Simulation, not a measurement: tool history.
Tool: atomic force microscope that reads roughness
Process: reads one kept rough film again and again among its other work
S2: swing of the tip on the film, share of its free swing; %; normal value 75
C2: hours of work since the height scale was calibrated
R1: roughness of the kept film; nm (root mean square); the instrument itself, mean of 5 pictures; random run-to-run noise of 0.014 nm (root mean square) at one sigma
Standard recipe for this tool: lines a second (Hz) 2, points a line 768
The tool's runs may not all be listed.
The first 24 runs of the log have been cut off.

{"run": 25, "hour": 1304.3, "lines a second (Hz)": 1.24, "S2": 64, "points a line": 491, "pictures with this tip": 104, "C2": 321, "R1": 3.204}
{"hour": 1346.6, "done": "new tip fitted"}
{"run": 26, "hour": 1355.9, "lines a second (Hz)": 0.79, "S2": 87, "points a line": 696, "pictures with this tip": 10, "C2": 350, "R1": 3.504}
{"run": 27, "hour": 1438.6, "lines a second (Hz)": 0.66, "S2": 75, "points a line": 356, "pictures with this tip": 105, "C2": 397, "R1": 3.147}
{"run": 28, "hour": 1475.2, "lines a second (Hz)": 2.15, "S2": 71, "points a line": 681, "pictures with this tip": 147, "C2": 418, "R1": 2.811}
{"hour": 1480.0, "done": "new tip fitted"}
{"run": 29, "hour": 1553.7, "lines a second (Hz)": 2.15, "S2": 71, "points a line": 681, "pictures with this tip": 84, "C2": 462, "R1": 3.063}
{"run": 30, "hour": 1597.2, "lines a second (Hz)": 2, "S2": 55, "points a line": 669, "pictures with this tip": 133, "C2": 487, "R1": 3.116}
{"hour": 1612.6, "done": "new tip fitted"}
{"run": 31, "hour": 1664.6, "lines a second (Hz)": 2, "S2": 55, "points a line": 669, "pictures with this tip": 60, "C2": 525, "R1": 3.432}
{"run": 32, "hour": 1725.1, "lines a second (Hz)": 2, "S2": 62, "points a line": 271, "pictures with this tip": 129, "C2": 559, "R1": 2.916}
{"hour": 1748.3, "done": "new tip fitted"}
{"run": 33, "hour": 1761.0, "lines a second (Hz)": 0.59, "S2": 65, "points a line": 1014, "pictures with this tip": 14, "C2": 580, "R1": 3.785}
{"run": 34, "hour": 1795.7, "lines a second (Hz)": 3.47, "S2": 67, "points a line": 285, "pictures with this tip": 54, "C2": 599, "R1": 3.007}
{"run": 35, "hour": 1852.7, "lines a second (Hz)": 3.47, "S2": 67, "points a line": 285, "pictures with this tip": 119, "C2": 632, "R1": 2.741}
{"hour": 1878.9, "done": "new tip fitted"}
{"run": 36, "hour": 1905.9, "lines a second (Hz)": 2.91, "S2": 55, "points a line": 439, "pictures with this tip": 30, "C2": 662, "R1": 3.558}
{"run": 37, "hour": 1955.0, "lines a second (Hz)": 1.65, "S2": 60, "points a line": 768, "pictures with this tip": 87, "C2": 690, "R1": 3.332}
{"hour": 2012.9, "done": "new tip fitted"}
{"run": 38, "hour": 2020.3, "lines a second (Hz)": 2, "S2": 69, "points a line": 769, "pictures with this tip": 9, "C2": 726, "R1": 3.518}

4 options for the next run, each taken on its own from the tool as it stands now. Forecast them:
{"run": "A", "hour": 2095.9, "lines a second (Hz)": 2, "S2": 69, "points a line": 659, "pictures with this tip": 95, "C2": 769, "R1": "?"}
{"run": "B", "hour": 2095.9, "lines a second (Hz)": 2.49, "S2": 74, "points a line": 768, "pictures with this tip": 95, "C2": 769, "R1": "?"}
{"run": "C", "hour": 2095.9, "lines a second (Hz)": 2, "S2": 57, "points a line": 768, "pictures with this tip": 95, "C2": 769, "R1": "?"}
{"run": "D", "hour": 2095.9, "lines a second (Hz)": 3.97, "S2": 67, "points a line": 704, "pictures with this tip": 95, "C2": 769, "R1": "?"}

run=A R1=3.068
run=B R1=2.883
run=C R1=3.268
run=D R1=2.841
The same runs, with their run-to-run variation unchanged, on a tool lacking any hidden condition would have given:
run=A R1=3.606
run=B R1=3.388
run=C R1=3.84
run=D R1=3.338
